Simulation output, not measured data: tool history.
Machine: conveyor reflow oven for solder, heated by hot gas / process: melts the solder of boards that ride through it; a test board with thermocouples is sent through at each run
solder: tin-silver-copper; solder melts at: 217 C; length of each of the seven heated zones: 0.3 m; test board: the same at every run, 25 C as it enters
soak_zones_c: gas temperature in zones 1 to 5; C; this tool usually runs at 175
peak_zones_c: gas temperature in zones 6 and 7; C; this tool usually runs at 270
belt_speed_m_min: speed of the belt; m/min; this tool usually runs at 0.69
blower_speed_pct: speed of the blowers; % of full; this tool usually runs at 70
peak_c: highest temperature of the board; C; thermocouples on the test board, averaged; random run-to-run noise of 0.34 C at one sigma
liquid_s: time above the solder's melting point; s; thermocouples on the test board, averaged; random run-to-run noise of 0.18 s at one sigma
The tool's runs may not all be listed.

{"run": 1, "hour": 0.0, "soak_zones_c": 175, "peak_zones_c": 270, "belt_speed_m_min": 0.69, "blower_speed_pct": 70, "peak_c": 257.1, "liquid_s": 42.1}
{"run": 2, "hour": 10.1, "soak_zones_c": 181, "peak_zones_c": 270, "belt_speed_m_min": 0.69, "blower_speed_pct": 70, "peak_c": 258.8, "liquid_s": 43.7}
{"run": 3, "hour": 17.3, "soak_zones_c": 181, "peak_zones_c": 270, "belt_speed_m_min": 0.69, "blower_speed_pct": 70, "peak_c": 257.9, "liquid_s": 43.8}
{"run": 4, "hour": 27.0, "soak_zones_c": 166, "peak_zones_c": 270, "belt_speed_m_min": 0.69, "blower_speed_pct": 70, "peak_c": 255, "liquid_s": 39.4}
{"run": 5, "hour": 31.7, "soak_zones_c": 166, "peak_zones_c": 270, "belt_speed_m_min": 0.69, "blower_speed_pct": 70, "peak_c": 256.1, "liquid_s": 39.5}
{"run": 6, "hour": 40.3, "soak_zones_c": 175, "peak_zones_c": 268, "belt_speed_m_min": 0.69, "blower_speed_pct": 70, "peak_c": 254.6, "liquid_s": 41.5}
{"run": 7, "hour": 49.9, "soak_zones_c": 175, "peak_zones_c": 268, "belt_speed_m_min": 0.69, "blower_speed_pct": 70, "peak_c": 255.5, "liquid_s": 41.2}
{"run": 8, "hour": 54.3, "soak_zones_c": 175, "peak_zones_c": 275, "belt_speed_m_min": 0.69, "blower_speed_pct": 70, "peak_c": 261.5, "liquid_s": 43.4}
{"run": 9, "hour": 59.4, "soak_zones_c": 175, "peak_zones_c": 270, "belt_speed_m_min": 0.69, "blower_speed_pct": 70, "peak_c": 257.2, "liquid_s": 42}
{"run": 10, "hour": 67.2, "soak_zones_c": 175, "peak_zones_c": 270, "belt_speed_m_min": 0.69, "blower_speed_pct": 70, "peak_c": 256.9, "liquid_s": 42.2}
{"run": 11, "hour": 71.5, "soak_zones_c": 175, "peak_zones_c": 270, "belt_speed_m_min": 0.69, "blower_speed_pct": 70, "peak_c": 257, "liquid_s": 42}
{"run": 12, "hour": 77.1, "soak_zones_c": 175, "peak_zones_c": 270, "belt_speed_m_min": 0.69, "blower_speed_pct": 70, "peak_c": 257.2, "liquid_s": 41.9}
{"run": 13, "hour": 81.9, "soak_zones_c": 175, "peak_zones_c": 270, "belt_speed_m_min": 0.69, "blower_speed_pct": 70, "peak_c": 256.7, "liquid_s": 41.9}
{"run": 14, "hour": 89.5, "soak_zones_c": 175, "peak_zones_c": 270, "belt_speed_m_min": 0.69, "blower_speed_pct": 70, "peak_c": 256.5, "liquid_s": 41.8}
{"run": 15, "hour": 97.7, "soak_zones_c": 175, "peak_zones_c": 270, "belt_speed_m_min": 0.69, "blower_speed_pct": 70, "peak_c": 257.1, "liquid_s": 42.1}
{"run": 16, "hour": 105.3, "soak_zones_c": 175, "peak_zones_c": 270, "belt_speed_m_min": 0.682, "blower_speed_pct": 52, "peak_c": 253.6, "liquid_s": 40.3}
{"run": 17, "hour": 109.4, "soak_zones_c": 179, "peak_zones_c": 270, "belt_speed_m_min": 0.682, "blower_speed_pct": 52, "peak_c": 254.3, "liquid_s": 41.9}

Expected results for the next run?
{"run": 18, "hour": 117.2, "soak_zones_c": 175, "peak_zones_c": 270, "belt_speed_m_min": 0.583, "blower_speed_pct": 70, "peak_c": "?", "liquid_s": "?"}

{"run 18": {"peak_c": 260.7, "liquid_s": 52.1}}
Minus the tool's unlogged condition, the same run would have read peak_c 260.7 C, liquid_s 52.1 s.
